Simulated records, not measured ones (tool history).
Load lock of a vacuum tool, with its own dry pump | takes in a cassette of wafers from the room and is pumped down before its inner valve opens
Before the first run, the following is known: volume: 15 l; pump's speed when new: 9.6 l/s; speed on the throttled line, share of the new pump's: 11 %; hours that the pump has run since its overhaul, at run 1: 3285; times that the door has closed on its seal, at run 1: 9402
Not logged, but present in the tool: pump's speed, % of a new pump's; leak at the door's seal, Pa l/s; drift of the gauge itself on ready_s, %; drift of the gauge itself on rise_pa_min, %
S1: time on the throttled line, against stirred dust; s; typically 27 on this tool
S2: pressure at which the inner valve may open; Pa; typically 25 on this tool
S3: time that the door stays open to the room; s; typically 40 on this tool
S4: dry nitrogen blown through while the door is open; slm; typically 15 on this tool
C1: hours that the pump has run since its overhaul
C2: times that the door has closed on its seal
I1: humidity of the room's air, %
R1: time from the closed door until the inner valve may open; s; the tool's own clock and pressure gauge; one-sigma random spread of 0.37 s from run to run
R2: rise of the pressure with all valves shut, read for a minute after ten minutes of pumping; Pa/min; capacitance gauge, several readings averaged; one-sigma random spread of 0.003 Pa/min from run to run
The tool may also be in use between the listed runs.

run     hour  S1  S2   S3  S4     C1     C2    I1    R1     R2
  1        0  27  25   40  15   3285   9402    47  37.5  0.055
  2    446.4  21  25   40  15   3731  10680  46.8  32.2  0.056
  3   1023.8  21  25   40  15   4308  12333  44.3  32.5  0.058
  4   1695.1  21  25   40  15   4980  14255    43  32.6  0.065
  5   2116.7  21  22   40  15   5401  15462  43.5    33  0.064
  6     2602  27  25   40  15   5887  16851  47.4  38.6  0.072
  7   2909.7  27  25   40  15   6194  17732  44.8  37.9   0.08
  8   3595.6  27  25   43  15   6880  19696  48.2  38.5   0.08
  9   3992.7  27  25   40   9   7277  20832  45.2  38.7  0.092
 10   4660.7  27  25   40   9   7945  22745    46  38.4  0.096
 11   5381.8  27  40   40  15   8666  24809    47  37.3  0.096
 12   5780.5  27  40   40  15   9065  25950  44.4  38.3  0.094
 13   6228.5  27  45   40  18   9513  27233  44.7  37.7  0.093
 14   6765.6  27  45   40  18  10050  28770  47.6  37.2  0.104
 15   7412.7  23  44   26   6  10697  30623  48.5  33.9  0.119
 16   7887.4  23  25  149  15  11172  31982    44  35.5   0.17
 17   8299.4  27  38   40  15  11584  33161  44.2  38.5  0.115
 18   8714.4  25  38  150  15  11999  34349  44.6  37.3   0.18
 19   9255.3  25  38  150  15  12540  35897  45.1  37.4  0.188
 20     9550  25  38  150  15  12835  36741  45.1  37.6  0.187
 21   9850.9  25  38  150  15  13135  37603  43.5  37.5  0.189
 22  10148.7  25  38  150  15  13433  38455  46.2  37.2  0.195
 23  10525.1  27  20  110  30  13810  39533  46.3  41.2  0.163
 24  10901.5  54  38   46  45  14186  40610  46.8  62.8  0.127

Forecast each of these 4 alternatives for the next run:
  A  11606.4  15  36  40  15  14891  42628  45.4   ?   ?
  B  11606.4  37  39  46  31  14891  42628  45.3   ?   ?
  C  11606.4  33  38  46   4  14891  42628  49.6   ?   ?
  D  11606.4  24  38  46   4  14891  42628    44   ?   ?

run    R1     R2
  A  29.5  0.162
  B  47.7  0.143
  C  44.4  0.202
  D  37.3  0.191
Without the tool's unlogged condition, the same runs would have read:
run    R1     R2
  A  25.8  0.049
  B  44.9  0.029
  C  41.4   0.09
  D  33.9  0.078
